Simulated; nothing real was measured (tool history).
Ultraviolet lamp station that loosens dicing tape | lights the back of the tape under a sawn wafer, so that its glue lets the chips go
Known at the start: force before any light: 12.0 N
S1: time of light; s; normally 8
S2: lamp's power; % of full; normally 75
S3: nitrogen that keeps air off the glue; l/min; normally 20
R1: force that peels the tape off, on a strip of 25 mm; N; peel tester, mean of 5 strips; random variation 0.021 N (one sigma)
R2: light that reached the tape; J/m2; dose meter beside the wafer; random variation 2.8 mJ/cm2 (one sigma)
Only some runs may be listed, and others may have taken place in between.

| run | hour | S1 | S2 | S3 | R1 | R2 |
|---|---|---|---|---|---|---|
| 1 | 0 | 8 | 75 | 20 | 1.382 | 3460 |
| 2 | 45.7 | 8 | 75 | 20 | 1.459 | 3460 |
| 3 | 94.9 | 8 | 75 | 20 | 1.501 | 3340 |
| 4 | 154.7 | 8 | 75 | 20 | 1.539 | 3290 |
| 5 | 192 | 8 | 75 | 17 | 1.75 | 3230 |
| 6 | 225.9 | 8 | 75 | 17 | 1.774 | 3290 |
| 7 | 267.6 | 8 | 75 | 20 | 1.639 | 3220 |
| 8 | 329.9 | 8 | 75 | 20 | 1.707 | 3180 |
| 9 | 378.8 | 8 | 75 | 20 | 1.768 | 3100 |
| 10 | 407.3 | 8 | 75 | 20 | 1.713 | 3100 |
| 11 | 451.4 | 8 | 75 | 20 | 1.729 | 3060 |
| 12 | 501.4 | 8 | 75 | 20 | 1.836 | 3020 |
| 13 | 531.4 | 8 | 75 | 20 | 1.852 | 3010 |
| 14 | 575.7 | 8 | 75 | 20 | 1.909 | 2950 |
| 15 | 634.7 | 8 | 75 | 9 | 3.175 | 2910 |
| 16 | 661.7 | 8 | 75 | 9 | 3.198 | 2900 |
| 17 | 725.5 | 8 | 75 | 6 | 3.999 | 2850 |
| 18 | 788.5 | 8 | 75 | 6 | 3.932 | 2800 |
| 19 | 826.3 | 8 | 75 | 20 | 1.82 | 3080 |
| 20 | 886.5 | 8 | 75 | 20 | 1.833 | 2990 |
| 21 | 925.5 | 8 | 75 | 20 | 1.867 | 2910 |
| 22 | 962.8 | 13 | 81 | 20 | 0.518 | 5160 |
| 23 | 998.6 | 14 | 68 | 9 | 1.446 | 4650 |
| 24 | 1053.2 | 4 | 75 | 9 | 6.523 | 1450 |
| 25 | 1103.8 | 4 | 75 | 9 | 6.4 | 1390 |
| 26 | 1141.3 | 7 | 75 | 20 | 2.574 | 2490 |
| 27 | 1189 | 8 | 100 | 11 | 1.958 | 3650 |
| 28 | 1219.9 | 8 | 61 | 11 | 3.891 | 2260 |
| 29 | 1264.9 | 8 | 61 | 9 | 4.373 | 2210 |
| 30 | 1303.4 | 8 | 72 | 7 | 4.194 | 2600 |
| 31 | 1333.6 | 4 | 75 | 21 | 5.088 | 1350 |
| 32 | 1367.6 | 8 | 75 | 17 | 2.506 | 2620 |
| 33 | 1417.6 | 8 | 75 | 17 | 2.658 | 2600 |
| 34 | 1462.7 | 15 | 65 | 20 | 0.943 | 4130 |
| 35 | 1497.7 | 8 | 68 | 8 | 4.469 | 2320 |
| 36 | 1563.3 | 5 | 73 | 8 | 4.653 | 2220 |
| 37 | 1611.6 | 5 | 73 | 8 | 4.789 | 2150 |
| 38 | 1648.4 | 6 | 97 | 7 | 2.888 | 3410 |
| 39 | 1710 | 8 | 73 | 20 | 1.445 | 3370 |
| 40 | 1756.1 | 6 | 75 | 20 | 1.995 | 2890 |
| 41 | 1788.7 | 12 | 75 | 20 | 0.369 | 5760 |

Put back what was entered between runs (3 entries, withheld): which listed runs does each sit between, and how does the hidden state differ from the listed run before to the listed run after?
After run 18, before run 19: window cleaned of glue's vapour (hour 810.3)
  lamp's light, % of a new lamp's: 78 -> 77.5; light that the window lets through, % of a clean one's: 90.3 -> 99.2
  measured less the result without the state, R1: +1.43 -> +0.773 N; R2: -1180 -> -920 J/m2
After run 35, before run 36: lamp changed (hour 1540.6)
  lamp's light, % of a new lamp's: 68.9 -> 99.7; light that the window lets through, % of a clean one's: 92.4 -> 91.7
  measured less the result without the state, R1: +1.93 -> +0.401 N; R2: -1310 -> -200 J/m2
After run 39, before run 40: window cleaned of glue's vapour (hour 1745.9)
  lamp's light, % of a new lamp's: 97.8 -> 97.2; light that the window lets through, % of a clean one's: 90.3 -> 99.7
  measured less the result without the state, R1: +0.342 -> +0.111 N; R2: -450 -> -90 J/m2
